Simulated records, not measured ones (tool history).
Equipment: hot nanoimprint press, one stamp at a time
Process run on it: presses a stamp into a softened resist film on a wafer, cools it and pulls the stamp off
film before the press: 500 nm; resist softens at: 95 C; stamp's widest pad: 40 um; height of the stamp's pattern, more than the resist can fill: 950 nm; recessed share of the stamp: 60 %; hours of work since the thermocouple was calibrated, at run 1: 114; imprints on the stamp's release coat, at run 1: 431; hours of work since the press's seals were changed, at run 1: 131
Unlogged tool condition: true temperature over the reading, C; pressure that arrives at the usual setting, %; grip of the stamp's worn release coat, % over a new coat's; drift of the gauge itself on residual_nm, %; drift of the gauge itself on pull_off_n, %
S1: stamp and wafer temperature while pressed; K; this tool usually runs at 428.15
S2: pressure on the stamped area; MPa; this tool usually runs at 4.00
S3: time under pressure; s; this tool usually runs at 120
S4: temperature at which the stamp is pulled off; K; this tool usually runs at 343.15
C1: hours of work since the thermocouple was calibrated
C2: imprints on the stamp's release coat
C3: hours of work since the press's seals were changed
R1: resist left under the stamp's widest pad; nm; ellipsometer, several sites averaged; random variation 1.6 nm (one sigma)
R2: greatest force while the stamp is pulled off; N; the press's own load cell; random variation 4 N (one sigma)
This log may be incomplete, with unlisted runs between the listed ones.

| run | hour | S1 | S2 | S3 | S4 | C1 | C2 | C3 | R1 | R2 |
|---|---|---|---|---|---|---|---|---|---|---|
| 1 | 0.0 | 428.15 | 4.00 | 120 | 343.15 | 114 | 431 | 131 | 287.7 | 220 |
| 2 | 22.3 | 428.15 | 4.00 | 120 | 343.15 | 123 | 468 | 141 | 286.0 | 218 |
| 3 | 39.3 | 432.15 | 4.00 | 120 | 343.15 | 131 | 496 | 148 | 253.3 | 219 |
| 4 | 52.9 | 428.15 | 4.00 | 120 | 348.15 | 137 | 518 | 154 | 288.5 | 193 |
| 5 | 68.4 | 428.15 | 4.00 | 120 | 348.15 | 143 | 543 | 161 | 287.6 | 199 |
| 6 | 96.1 | 428.15 | 2.84 | 120 | 343.15 | 155 | 588 | 173 | 330.6 | 231 |
| 7 | 114.4 | 428.15 | 2.84 | 120 | 343.15 | 163 | 618 | 181 | 333.4 | 232 |
| 8 | 130.7 | 428.15 | 4.00 | 135 | 343.15 | 170 | 645 | 188 | 276.3 | 230 |
| 9 | 152.4 | 428.15 | 4.00 | 135 | 343.15 | 179 | 680 | 197 | 275.9 | 229 |
| 10 | 173.3 | 428.15 | 4.00 | 135 | 343.15 | 188 | 714 | 206 | 275.9 | 234 |
| 11 | 189.5 | 428.15 | 4.00 | 135 | 343.15 | 195 | 741 | 213 | 276.6 | 239 |
| 12 | 218.0 | 428.15 | 4.00 | 135 | 343.15 | 208 | 787 | 225 | 274.9 | 241 |
| 13 | 233.2 | 428.15 | 4.00 | 135 | 343.15 | 214 | 812 | 232 | 277.1 | 233 |
| 14 | 248.0 | 422.15 | 3.86 | 71 | 345.15 | 220 | 836 | 238 | 384.9 | 229 |
| 15 | 269.7 | 422.15 | 6.02 | 71 | 341.15 | 230 | 872 | 247 | 333.6 | 251 |
| 16 | 286.6 | 422.15 | 6.02 | 71 | 341.15 | 237 | 899 | 255 | 332.0 | 261 |
| 17 | 310.0 | 422.15 | 6.02 | 82 | 341.15 | 247 | 937 | 265 | 315.9 | 259 |
| 18 | 330.8 | 420.15 | 4.00 | 110 | 343.15 | 256 | 971 | 274 | 365.6 | 249 |
| 19 | 347.5 | 420.15 | 4.00 | 110 | 343.15 | 263 | 999 | 281 | 363.7 | 239 |
| 20 | 363.6 | 420.15 | 4.00 | 110 | 343.15 | 270 | 1025 | 288 | 366.2 | 244 |
| 21 | 386.4 | 432.15 | 3.39 | 110 | 343.15 | 280 | 1062 | 298 | 281.7 | 242 |
| 22 | 413.0 | 439.15 | 5.66 | 136 | 340.15 | 291 | 1106 | 309 | 160.2 | 269 |
| 23 | 431.3 | 426.15 | 4.00 | 120 | 343.15 | 299 | 1135 | 317 | 299.2 | 250 |
| 24 | 448.0 | 426.15 | 4.00 | 120 | 343.15 | 306 | 1163 | 324 | 302.0 | 259 |
| 25 | 469.6 | 428.15 | 4.82 | 120 | 343.15 | 316 | 1198 | 333 | 259.7 | 258 |
| 26 | 484.0 | 428.15 | 3.01 | 120 | 343.15 | 322 | 1221 | 339 | 319.5 | 252 |

Consider 3 possible next runs. They are alternatives, not a sequence: every one starts from the tool as it was left by run 26. What does each give?
| A | 502.5 | 428.15 | 3.21 | 120 | 331.15 | 330 | 1252 | 347 | ? | ? |
| B | 502.5 | 428.15 | 3.01 | 61 | 343.15 | 330 | 1252 | 347 | ? | ? |
| C | 502.5 | 429.15 | 4.00 | 161 | 342.15 | 330 | 1252 | 347 | ? | ? |

| run | R1 | R2 |
|---|---|---|
| A | 310.8 | 348 |
| B | 373.4 | 262 |
| C | 254.0 | 262 |
Without the tool's hidden state the same runs would have given:
| run | R1 | R2 |
|---|---|---|
| A | 318.4 | 260 |
| B | 380.2 | 196 |
| C | 260.7 | 197 |
